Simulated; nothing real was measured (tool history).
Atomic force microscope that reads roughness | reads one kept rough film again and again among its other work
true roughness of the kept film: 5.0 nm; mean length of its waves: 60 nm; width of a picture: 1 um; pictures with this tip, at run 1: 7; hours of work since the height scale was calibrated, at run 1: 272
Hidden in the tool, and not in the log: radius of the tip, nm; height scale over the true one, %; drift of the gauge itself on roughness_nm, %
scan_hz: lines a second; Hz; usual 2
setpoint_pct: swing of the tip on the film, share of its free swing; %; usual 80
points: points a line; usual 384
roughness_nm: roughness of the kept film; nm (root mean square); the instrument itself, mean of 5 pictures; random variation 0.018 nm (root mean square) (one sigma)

| run | hour | scan_hz | setpoint_pct | points | pictures with this tip | hours of work since the height scale was calibrated | roughness_nm |
|---|---|---|---|---|---|---|---|
| 1 | 0 | 2 | 80 | 384 | 7 | 272 | 4.252 |
| 2 | 9.4 | 2 | 80 | 476 | 15 | 276 | 4.212 |
| 3 | 19.2 | 2 | 80 | 476 | 24 | 280 | 4.239 |
| 4 | 29.9 | 2 | 80 | 476 | 34 | 285 | 4.224 |
| 5 | 39.9 | 2 | 80 | 476 | 42 | 289 | 4.19 |
| 6 | 56.2 | 2 | 59 | 384 | 57 | 296 | 4.561 |
| 7 | 76.2 | 0.61 | 80 | 456 | 75 | 304 | 4.512 |
| 8 | 93.5 | 0.6 | 77 | 356 | 90 | 312 | 4.516 |
| 9 | 102.5 | 1.61 | 77 | 739 | 98 | 315 | 4.269 |
| 10 | 114.4 | 0.79 | 72 | 290 | 108 | 320 | 4.515 |
| 11 | 133 | 0.79 | 72 | 290 | 125 | 328 | 4.481 |
| 12 | 152.9 | 0.79 | 72 | 290 | 142 | 337 | 4.462 |

The same runs without the tool's hidden state, with the same run-to-run variation:
| run | roughness_nm |
|---|---|
| 1 | 4.294 |
| 2 | 4.265 |
| 3 | 4.305 |
| 4 | 4.304 |
| 5 | 4.28 |
| 6 | 4.682 |
| 7 | 4.657 |
| 8 | 4.685 |
| 9 | 4.439 |
| 10 | 4.711 |
| 11 | 4.699 |
| 12 | 4.702 |

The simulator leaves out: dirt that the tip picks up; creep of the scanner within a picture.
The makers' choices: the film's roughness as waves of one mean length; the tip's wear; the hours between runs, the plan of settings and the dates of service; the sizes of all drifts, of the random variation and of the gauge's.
